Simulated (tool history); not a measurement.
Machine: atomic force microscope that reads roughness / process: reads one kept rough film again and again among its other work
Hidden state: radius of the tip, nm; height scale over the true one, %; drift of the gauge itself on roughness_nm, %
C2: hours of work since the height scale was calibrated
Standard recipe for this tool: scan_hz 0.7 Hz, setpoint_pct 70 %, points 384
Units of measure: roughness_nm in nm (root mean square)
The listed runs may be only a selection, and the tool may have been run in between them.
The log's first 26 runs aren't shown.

At day 50.171: height scale calibrated on a step standard.
Run 27, day 51.696: usual settings but scan_hz 1.598 Hz, setpoint_pct 75 %, points 583; pictures with this tip 370; C2 25. Result: roughness_nm 1.317 nm (root mean square).
At day 52.525: new tip fitted.
Run 28, day 53.821: usual settings but setpoint_pct 65 %; pictures with this tip 43; C2 61. Result: roughness_nm 1.622 nm (root mean square).
Run 29, day 56.675: usual settings but setpoint_pct 65 %; pictures with this tip 140; C2 108. Result: roughness_nm 1.546 nm (root mean square).
Run 30, day 58.517: usual settings but setpoint_pct 59 %, points 576; pictures with this tip 202; C2 139. Result: roughness_nm 1.534 nm (root mean square).
At day 59.321: height scale calibrated on a step standard, once more.
Run 31, day 61.071: usual settings but scan_hz 1.455 Hz, setpoint_pct 85 %, points 260; pictures with this tip 287; C2 29. Result: roughness_nm 1.305 nm (root mean square).
Run 32, day 63.396: usual settings but scan_hz 1.455 Hz, setpoint_pct 82 %, points 260; pictures with this tip 365; C2 68. Result: roughness_nm 1.275 nm (root mean square).
At day 64.471: new tip fitted.
Run 33, day 65.683: usual settings but scan_hz 1.455 Hz, setpoint_pct 82 %, points 260; pictures with this tip 41; C2 106. Result: roughness_nm 1.485 nm (root mean square).
Run 34, day 67.542: usual settings but scan_hz 1.455 Hz, setpoint_pct 82 %, points 260; pictures with this tip 104; C2 137. Result: roughness_nm 1.437 nm (root mean square).
Run 35, day 69.804: usual settings but scan_hz 1.742 Hz, setpoint_pct 59 %, points 260; pictures with this tip 180; C2 175. Result: roughness_nm 1.483 nm (root mean square).
Run 36, day 72.396: usual settings but scan_hz 2.017 Hz, setpoint_pct 58 %; pictures with this tip 268; C2 218. Result: roughness_nm 1.443 nm (root mean square).
Run 37, day 73.846: usual settings but scan_hz 2.017 Hz, setpoint_pct 58 %; pictures with this tip 317; C2 242. Result: roughness_nm 1.426 nm (root mean square).
At day 76.304: new tip fitted.
Run 38, day 76.304: usual settings but scan_hz 2.017 Hz, setpoint_pct 58 %; pictures with this tip 0; C2 283. Result: roughness_nm 1.652 nm (root mean square).
Run 39, day 78.8: usual settings but scan_hz 0.93 Hz, setpoint_pct 80 %, points 437; pictures with this tip 84; C2 325. Result: roughness_nm 1.553 nm (root mean square).
Run 40, day 81.342: usual settings but scan_hz 2.483 Hz, setpoint_pct 69 %, points 437; pictures with this tip 170; C2 367. Result: roughness_nm 1.433 nm (root mean square).

Branching from run 40: 3 alternative next runs. What would each branch give?
Run A, day 84.1: usual settings but setpoint_pct 87 %, points 265; pictures with this tip 263; C2 413. Result: roughness_nm ?.
Run B, day 84.1: usual settings but scan_hz 3.477 Hz, setpoint_pct 88 %, points 437; pictures with this tip 263; C2 413. Result: roughness_nm ?.
Run C, day 84.1: usual settings but scan_hz 0.732 Hz, setpoint_pct 59 %, points 282; pictures with this tip 263; C2 413. Result: roughness_nm ?.

run  roughness_nm
  A         1.383
  B         1.137
  C         1.461
With the hidden condition removed and each run's random variation left untouched, the same runs would have given:
run  roughness_nm
  A          1.58
  B         1.299
  C          1.67

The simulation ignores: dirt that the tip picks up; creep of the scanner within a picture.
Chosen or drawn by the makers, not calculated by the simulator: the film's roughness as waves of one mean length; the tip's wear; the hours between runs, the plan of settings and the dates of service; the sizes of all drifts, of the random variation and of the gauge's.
